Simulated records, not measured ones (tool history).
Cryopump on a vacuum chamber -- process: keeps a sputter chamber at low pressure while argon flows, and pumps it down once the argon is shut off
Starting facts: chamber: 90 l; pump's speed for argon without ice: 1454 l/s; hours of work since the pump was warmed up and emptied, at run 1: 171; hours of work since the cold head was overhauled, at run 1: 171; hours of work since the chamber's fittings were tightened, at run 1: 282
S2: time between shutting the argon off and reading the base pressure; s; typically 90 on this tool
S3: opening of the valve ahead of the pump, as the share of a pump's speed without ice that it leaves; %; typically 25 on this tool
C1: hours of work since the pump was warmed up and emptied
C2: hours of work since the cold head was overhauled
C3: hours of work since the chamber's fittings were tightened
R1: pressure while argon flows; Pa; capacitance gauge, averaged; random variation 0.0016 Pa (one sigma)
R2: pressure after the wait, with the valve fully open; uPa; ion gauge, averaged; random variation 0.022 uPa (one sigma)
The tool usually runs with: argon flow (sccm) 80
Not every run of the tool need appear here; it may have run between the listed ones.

Run 1, hour 0.0: usual settings; C1 171; C2 171; C3 282. Result: R1 0.3746 Pa, R2 0.87 uPa.
Run 2, hour 15.6: usual settings; C1 180; C2 180; C3 291. Result: R1 0.3748 Pa, R2 0.90 uPa.
Run 3, hour 29.8: usual settings but S3 33 %; C1 188; C2 188; C3 299. Result: R1 0.2877 Pa, R2 0.95 uPa.
Run 4, hour 43.4: usual settings but S3 33 %; C1 196; C2 196; C3 307. Result: R1 0.2868 Pa, R2 0.91 uPa.
Run 5, hour 56.7: usual settings but argon flow (sccm) 46; C1 203; C2 203; C3 315. Result: R1 0.2141 Pa, R2 0.92 uPa.
Run 6, hour 69.3: usual settings; C1 210; C2 210; C3 322. Result: R1 0.3753 Pa, R2 0.93 uPa.
Run 7, hour 77.1: usual settings; C1 215; C2 215; C3 326. Result: R1 0.3745 Pa, R2 0.91 uPa.
Run 8, hour 88.4: usual settings; C1 221; C2 221; C3 333. Result: R1 0.3752 Pa, R2 0.94 uPa.
Run 9, hour 95.6: usual settings; C1 225; C2 225; C3 337. Result: R1 0.3745 Pa, R2 0.94 uPa.
Run 10, hour 105.8: usual settings; C1 231; C2 231; C3 343. Result: R1 0.3762 Pa, R2 0.99 uPa.
Run 11, hour 119.7: usual settings; C1 239; C2 239; C3 351. Result: R1 0.3771 Pa, R2 0.97 uPa.
Run 12, hour 136.0: usual settings; C1 249; C2 249; C3 360. Result: R1 0.3773 Pa, R2 0.94 uPa.
Run 13, hour 143.4: usual settings; C1 253; C2 253; C3 364. Result: R1 0.3783 Pa, R2 0.93 uPa.
Run 14, hour 151.2: usual settings; C1 257; C2 257; C3 369. Result: R1 0.3753 Pa, R2 0.99 uPa.
Run 15, hour 167.4: usual settings; C1 267; C2 267; C3 378. Result: R1 0.3768 Pa, R2 1.00 uPa.
Run 16, hour 181.6: usual settings; C1 275; C2 275; C3 386. Result: R1 0.3751 Pa, R2 1.02 uPa.
Run 17, hour 191.2: usual settings; C1 280; C2 280; C3 392. Result: R1 0.3732 Pa, R2 1.04 uPa.
Run 18, hour 206.5: usual settings; C1 289; C2 289; C3 401. Result: R1 0.3749 Pa, R2 1.04 uPa.
Run 19, hour 216.3: usual settings but argon flow (sccm) 102, S2 23 s, S3 52 %; C1 295; C2 295; C3 406. Result: R1 0.2354 Pa, R2 1.96 uPa.
Run 20, hour 223.1: usual settings but argon flow (sccm) 87, S2 47 s, S3 52 %; C1 299; C2 299; C3 410. Result: R1 0.2027 Pa, R2 1.31 uPa.
Run 21, hour 237.0: usual settings but S2 81 s; C1 307; C2 307; C3 418. Result: R1 0.3825 Pa, R2 1.06 uPa.
Run 22, hour 248.0: usual settings but argon flow (sccm) 70, S2 216 s, S3 53 %; C1 313; C2 313; C3 424. Result: R1 0.1597 Pa, R2 0.84 uPa.
Run 23, hour 259.9: usual settings but argon flow (sccm) 70, S2 216 s, S3 53 %; C1 320; C2 320; C3 431. Result: R1 0.1600 Pa, R2 0.89 uPa.
Run 24, hour 268.8: usual settings but argon flow (sccm) 70, S2 216 s, S3 53 %; C1 325; C2 325; C3 436. Result: R1 0.1589 Pa, R2 0.86 uPa.
Run 25, hour 281.0: usual settings but argon flow (sccm) 70, S2 89 s, S3 31 %; C1 332; C2 332; C3 443. Result: R1 0.2684 Pa, R2 1.07 uPa.
Run 26, hour 290.9: usual settings but argon flow (sccm) 60, S3 38 %; C1 337; C2 337; C3 449. Result: R1 0.1884 Pa, R2 1.07 uPa.
Run 27, hour 299.8: usual settings but argon flow (sccm) 60, S3 27 %; C1 343; C2 343; C3 454. Result: R1 0.2639 Pa, R2 1.15 uPa.
Run 28, hour 314.9: usual settings but argon flow (sccm) 39, S2 35 s, S3 16 %; C1 351; C2 351; C3 463. Result: R1 0.2871 Pa, R2 1.68 uPa.
Run 29, hour 327.4: usual settings but argon flow (sccm) 39, S2 35 s, S3 16 %; C1 358; C2 358; C3 470. Result: R1 0.2880 Pa, R2 1.64 uPa.
Run 30, hour 337.1: usual settings but argon flow (sccm) 52, S2 113 s, S3 20 %; C1 364; C2 364; C3 476. Result: R1 0.3045 Pa, R2 1.03 uPa.
Run 31, hour 350.0: usual settings but argon flow (sccm) 52, S2 113 s, S3 20 %; C1 371; C2 371; C3 483. Result: R1 0.3068 Pa, R2 1.04 uPa.
Run 32, hour 361.2: usual settings but S2 124 s, S3 29 %; C1 378; C2 378; C3 489. Result: R1 0.3274 Pa, R2 1.03 uPa.
Run 33, hour 374.3: usual settings but S2 124 s, S3 29 %; C1 385; C2 385; C3 497. Result: R1 0.3291 Pa, R2 1.06 uPa.
Run 34, hour 383.0: usual settings but S2 124 s, S3 29 %; C1 390; C2 390; C3 502. Result: R1 0.3301 Pa, R2 1.08 uPa.

What if the next run were any one of these 3? Each begins from the tool's condition after run 34:
Run A, hour 393.6: usual settings but argon flow (sccm) 58, S2 32 s, S3 29 %; C1 396; C2 396; C3 508. Result: R1 ?, R2 ?.
Run B, hour 393.6: usual settings but argon flow (sccm) 150, S2 124 s, S3 15 %; C1 396; C2 396; C3 508. Result: R1 ?, R2 ?.
Run C, hour 393.6: usual settings but argon flow (sccm) 81, S2 173 s, S3 33 %; C1 396; C2 396; C3 508. Result: R1 ?, R2 ?.

run      R1    R2
  A  0.2398  1.72
  B  1.1773  1.08
  C  0.2902  1.01
Take away the tool's hidden state, keep each run's random variation, and the runs would have read:
run      R1    R2
  A  0.2341  1.11
  B  1.1625  0.45
  C  0.2823  0.38
